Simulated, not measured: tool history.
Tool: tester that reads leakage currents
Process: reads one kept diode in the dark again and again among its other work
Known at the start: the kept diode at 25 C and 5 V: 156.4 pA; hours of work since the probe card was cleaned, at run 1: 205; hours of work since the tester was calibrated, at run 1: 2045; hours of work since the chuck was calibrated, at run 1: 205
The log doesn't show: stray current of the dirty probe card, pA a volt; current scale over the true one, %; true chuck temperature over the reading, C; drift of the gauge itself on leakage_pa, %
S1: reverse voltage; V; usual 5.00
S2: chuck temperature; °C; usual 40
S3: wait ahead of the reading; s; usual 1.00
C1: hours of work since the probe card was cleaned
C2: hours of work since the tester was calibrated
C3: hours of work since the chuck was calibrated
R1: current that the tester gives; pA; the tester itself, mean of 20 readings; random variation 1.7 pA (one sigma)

| run | hour | S1 | S2 | S3 | C1 | C2 | C3 | R1 |
|---|---|---|---|---|---|---|---|---|
| 1 | 0.0 | 5.00 | 40 | 1.00 | 205 | 2045 | 205 | 559.06 |
| 2 | 110.9 | 5.00 | 40 | 1.00 | 294 | 2134 | 294 | 561.27 |
| 3 | 213.7 | 5.00 | 40 | 1.00 | 376 | 2216 | 376 | 564.27 |
| 4 | 380.2 | 5.00 | 40 | 1.00 | 508 | 2348 | 508 | 564.06 |
| 5 | 455.4 | 5.00 | 40 | 1.00 | 568 | 2408 | 568 | 560.96 |
| 6 | 546.9 | 5.00 | 40 | 1.00 | 641 | 2481 | 641 | 560.18 |
| 7 | 716.8 | 5.00 | 40 | 1.00 | 777 | 2617 | 777 | 562.10 |
| 8 | 884.5 | 5.00 | 40 | 1.00 | 910 | 2750 | 910 | 563.27 |
| 9 | 1015.2 | 5.00 | 40 | 1.00 | 1015 | 2855 | 1015 | 562.76 |
| 10 | 1085.1 | 5.00 | 40 | 1.00 | 1070 | 2910 | 1070 | 560.24 |
| 11 | 1190.7 | 5.00 | 40 | 1.00 | 1154 | 2994 | 1154 | 561.80 |
| 12 | 1313.7 | 5.00 | 40 | 0.82 | 1253 | 3092 | 1253 | 560.12 |
|  | 1400.2 | probe card cleaned and baked |
| 13 | 1459.3 | 5.00 | 41 | 1.00 | 47 | 3206 | 1366 | 604.77 |
|  | 1520.2 | tester calibrated |
| 14 | 1532.6 | 2.66 | 25 | 4.22 | 104 | 10 | 1423 | 110.30 |
| 15 | 1645.0 | 3.74 | 25 | 1.04 | 194 | 99 | 1513 | 134.60 |
|  | 1737.5 | chuck's temperature calibrated |
| 16 | 1751.4 | 2.19 | 21 | 1.04 | 277 | 183 | 11 | 69.73 |
| 17 | 1914.3 | 6.98 | 37 | 3.22 | 407 | 312 | 141 | 527.44 |
| 18 | 2020.6 | 13.85 | 24 | 1.37 | 491 | 397 | 226 | 253.98 |
| 19 | 2095.4 | 3.08 | 27 | 9.79 | 551 | 457 | 285 | 143.30 |
| 20 | 2251.8 | 3.08 | 27 | 9.79 | 676 | 582 | 410 | 143.59 |
| 21 | 2369.7 | 3.08 | 27 | 9.79 | 770 | 675 | 504 | 142.79 |
| 22 | 2523.4 | 3.08 | 27 | 9.79 | 892 | 798 | 626 | 142.90 |

Run 23 comes next. What will it give?
| 23 | 2693.6 | 16.94 | 27 | 0.41 | 1028 | 934 | 762 | ? |

R1: 379.56 pA
Without the tool's hidden state the same run would have given R1 379.84 pA.

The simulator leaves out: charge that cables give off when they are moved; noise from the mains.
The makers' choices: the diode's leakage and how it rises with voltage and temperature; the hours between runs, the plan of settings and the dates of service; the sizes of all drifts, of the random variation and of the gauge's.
